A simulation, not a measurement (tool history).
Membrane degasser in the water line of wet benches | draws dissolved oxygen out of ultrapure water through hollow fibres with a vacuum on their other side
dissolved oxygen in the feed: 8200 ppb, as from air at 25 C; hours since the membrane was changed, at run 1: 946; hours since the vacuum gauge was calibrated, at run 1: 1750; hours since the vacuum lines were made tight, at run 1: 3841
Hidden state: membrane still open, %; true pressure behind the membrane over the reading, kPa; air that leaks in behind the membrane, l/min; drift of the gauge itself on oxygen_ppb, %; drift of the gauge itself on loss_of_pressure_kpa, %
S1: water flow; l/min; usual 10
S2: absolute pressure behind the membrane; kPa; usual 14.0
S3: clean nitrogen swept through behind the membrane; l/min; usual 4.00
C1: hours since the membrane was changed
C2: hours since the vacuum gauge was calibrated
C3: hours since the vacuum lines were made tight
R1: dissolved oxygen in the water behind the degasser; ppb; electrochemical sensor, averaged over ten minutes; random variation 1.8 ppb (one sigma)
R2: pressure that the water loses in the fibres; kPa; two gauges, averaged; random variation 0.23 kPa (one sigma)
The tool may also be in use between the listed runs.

run 1 hour=0.0 | S1=10 S2=14.0 S3=4.00 | C1=946 C2=1750 C3=3841 | R1=183.9 R2=56.02
run 2 hour=102.0 | S1=10 S2=14.0 S3=4.00 | C1=1048 C2=1852 C3=3943 | R1=185.8 R2=56.20
run 3 hour=164.7 | S1=9 S2=14.0 S3=4.00 | C1=1111 C2=1915 C3=4006 | R1=151.0 R2=50.91
run 4 hour=243.3 | S1=10 S2=10.0 S3=4.00 | C1=1189 C2=1993 C3=4084 | R1=159.3 R2=56.43
run 5 hour=370.9 | S1=10 S2=14.0 S3=4.00 | C1=1317 C2=2121 C3=4212 | R1=185.8 R2=56.50
run 6 hour=436.6 | S1=10 S2=14.0 S3=4.00 | C1=1383 C2=2187 C3=4277 | R1=186.4 R2=56.89
run 7 hour=493.5 | S1=10 S2=14.0 S3=4.00 | C1=1440 C2=2244 C3=4334 | R1=190.1 R2=57.15
run 8 hour=555.9 | S1=10 S2=14.0 S3=4.00 | C1=1502 C2=2306 C3=4397 | R1=188.6 R2=56.62
run 9 hour=658.1 | S1=10 S2=14.0 S3=4.00 | C1=1604 C2=2408 C3=4499 | R1=184.6 R2=56.57
run 10 hour=729.6 | S1=10 S2=14.0 S3=4.00 | C1=1676 C2=2480 C3=4570 | R1=188.6 R2=56.60
run 11 hour=848.1 | S1=10 S2=14.0 S3=4.00 | C1=1794 C2=2598 C3=4689 | R1=190.2 R2=56.42
run 12 hour=947.7 | S1=12 S2=14.0 S3=4.00 | C1=1894 C2=2698 C3=4788 | R1=270.0 R2=68.03
run 13 hour=1012.0 | S1=12 S2=14.0 S3=4.00 | C1=1958 C2=2762 C3=4853 | R1=268.5 R2=67.98
run 14 hour=1121.2 | S1=12 S2=14.0 S3=4.00 | C1=2067 C2=2871 C3=4962 | R1=263.7 R2=68.20
run 15 hour=1240.1 | S1=12 S2=14.0 S3=4.00 | C1=2186 C2=2990 C3=5081 | R1=266.6 R2=68.43
run 16 hour=1336.3 | S1=12 S2=14.0 S3=4.00 | C1=2283 C2=3086 C3=5177 | R1=263.5 R2=68.07
run 17 hour=1409.0 | S1=10 S2=9.4 S3=7.47 | C1=2355 C2=3159 C3=5250 | R1=142.9 R2=56.88
run 18 hour=1519.1 | S1=10 S2=25.0 S3=9.95 | C1=2465 C2=3269 C3=5360 | R1=173.7 R2=56.89
run 19 hour=1636.7 | S1=10 S2=14.0 S3=4.49 | C1=2583 C2=3387 C3=5477 | R1=183.9 R2=57.07
run 20 hour=1741.2 | S1=16 S2=10.1 S3=5.59 | C1=2687 C2=3491 C3=5582 | R1=402.7 R2=91.15
run 21 hour=1867.4 | S1=11 S2=11.8 S3=1.87 | C1=2814 C2=3617 C3=5708 | R1=277.6 R2=63.04
run 22 hour=1941.7 | S1=11 S2=15.5 S3=3.82 | C1=2888 C2=3692 C3=5782 | R1=241.8 R2=62.32
run 23 hour=2064.8 | S1=11 S2=15.5 S3=3.82 | C1=3011 C2=3815 C3=5906 | R1=246.8 R2=62.81
run 24 hour=2168.5 | S1=7 S2=14.0 S3=4.00 | C1=3115 C2=3919 C3=6009 | R1=95.0 R2=39.69
run 25 hour=2293.8 | S1=7 S2=14.0 S3=2.85 | C1=3240 C2=4044 C3=6135 | R1=113.0 R2=40.05
-- hour=2343.6 seals of the vacuum lines changed
run 26 hour=2414.6 | S1=7 S2=14.0 S3=2.85 | C1=3359 C2=4163 C3=71 | R1=110.2 R2=39.85
run 27 hour=2521.4 | S1=8 S2=12.3 S3=8.32 | C1=3466 C2=4269 C3=178 | R1=87.7 R2=46.03
run 28 hour=2584.4 | S1=8 S2=12.3 S3=8.32 | C1=3529 C2=4332 C3=241 | R1=91.7 R2=45.93
run 29 hour=2668.3 | S1=16 S2=29.3 S3=2.57 | C1=3612 C2=4416 C3=325 | R1=706.1 R2=91.56
run 30 hour=2733.3 | S1=16 S2=29.3 S3=2.57 | C1=3677 C2=4481 C3=390 | R1=701.5 R2=91.35
run 31 hour=2812.3 | S1=13 S2=29.3 S3=5.62 | C1=3757 C2=4560 C3=469 | R1=372.0 R2=74.81
run 32 hour=2880.7 | S1=15 S2=27.5 S3=3.06 | C1=3825 C2=4629 C3=537 | R1=571.4 R2=85.98

The same runs without the tool's hidden state, with the same run-to-run variation:
run=1 R1=179.4 R2=55.78
run=2 R1=181.0 R2=55.93
run=3 R1=146.4 R2=50.65
run=4 R1=154.9 R2=56.12
run=5 R1=180.2 R2=56.16
run=6 R1=180.5 R2=56.52
run=7 R1=183.9 R2=56.76
run=8 R1=182.3 R2=56.21
run=9 R1=178.1 R2=56.14
run=10 R1=181.6 R2=56.15
run=11 R1=182.9 R2=55.94
run=12 R1=260.6 R2=67.40
run=13 R1=258.9 R2=67.34
run=14 R1=253.8 R2=67.52
run=15 R1=256.1 R2=67.70
run=16 R1=252.7 R2=67.32
run=17 R1=135.9 R2=56.22
run=18 R1=165.1 R2=56.20
run=19 R1=174.4 R2=56.35
run=20 R1=386.3 R2=89.95
run=21 R1=263.9 R2=62.18
run=22 R1=229.2 R2=61.44
run=23 R1=233.5 R2=61.89
run=24 R1=87.8 R2=39.08
run=25 R1=104.3 R2=39.41
run=26 R1=106.3 R2=39.19
run=27 R1=82.3 R2=45.24
run=28 R1=85.9 R2=45.14
run=29 R1=687.1 R2=89.94
run=30 R1=682.2 R2=89.70
run=31 R1=357.0 R2=73.43
run=32 R1=552.7 R2=84.37

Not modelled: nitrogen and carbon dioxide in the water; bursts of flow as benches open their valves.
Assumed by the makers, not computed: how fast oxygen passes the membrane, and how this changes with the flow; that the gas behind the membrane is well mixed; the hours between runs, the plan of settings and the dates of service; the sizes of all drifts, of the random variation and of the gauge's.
